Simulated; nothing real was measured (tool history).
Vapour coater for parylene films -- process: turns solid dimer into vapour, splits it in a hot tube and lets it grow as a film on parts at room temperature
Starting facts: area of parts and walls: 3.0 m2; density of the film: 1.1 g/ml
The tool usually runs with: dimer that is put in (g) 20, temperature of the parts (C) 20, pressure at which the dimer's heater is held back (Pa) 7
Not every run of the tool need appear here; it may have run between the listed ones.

run,day,dimer that is put in (g),temperature of the parts (C),pressure at which the dimer's heater is held back (Pa),thickness of the film (um)
1,0,20,20,7,3.9
2,0.512,20,20,7,3.89
3,0.8,20,20,7,3.89
4,1.138,20,20,7,3.91
5,1.808,20,20,7,3.89
6,2.354,20,32,7,2.75
7,2.842,20,32,7,2.76
8,3.254,20,20,7,3.89
9,3.812,20,20,7,3.87
10,4.208,20,20,7,3.87
# day 4.467: trap's valve overhauled
11,4.879,20,13,7,4.66
12,5.479,20,20,2.12,5.14
13,6.029,20,20,2.12,5.12
14,6.679,33,20,7,6.28
15,6.988,33,20,7,6.26
16,7.362,20,20,7,3.79
# day 7.892: trap's valve overhauled, once more
17,8.112,20,20,7,4.04
18,8.821,20,20,7,4.08
19,9.392,20,20,7,4.06
20,9.888,20,20,7,4.06
21,10.292,20,20,7,4.05
22,10.871,20,20,7,4.03
23,11.25,20,20,7,4.06
24,11.883,26,18,5.78,5.82
25,12.275,20,20,4.1,4.6
26,12.954,20,20,4.1,4.6
27,13.538,20,17,4.1,5
28,14.117,27,14,7,6.45
29,14.679,8,24,2.43,1.86
30,15.342,23,24,7.09,4.1
31,15.821,23,14,2.28,6.72
32,16.504,12,19,2.28,3.26
33,17.142,12,19,2.28,3.27
34,17.767,21,30,5.44,3.36
35,18.25,27,30,7,4.08
36,18.892,27,30,7,4.06
37,19.533,15,12,7,3.76
38,19.9,24,27,2.22,5.2
39,20.238,24,19,7.91,4.78
40,20.871,34,19,7.91,6.8
41,21.175,23,22,2.56,5.56
42,21.867,20,20,7,3.96
43,22.412,9,20,7,1.79
44,22.992,9,17,8.81,1.84
45,23.625,17,20,5.11,3.65
46,23.971,31,31,2.09,6.07

What if the next run were any one of these 4? Each begins from the tool's condition after run 46:
A,24.358,31,22,4.35,?
B,24.358,9,28,4.49,?
C,24.358,31,31,7.15,?
D,24.358,27,31,2.09,?

run,thickness of the film (um)
A,6.5
B,1.59
C,4.48
D,5.27
With the hidden condition removed and each run's random variation left untouched, the same runs would have given:
run,thickness of the film (um)
A,6.71
B,1.64
C,4.62
D,5.44
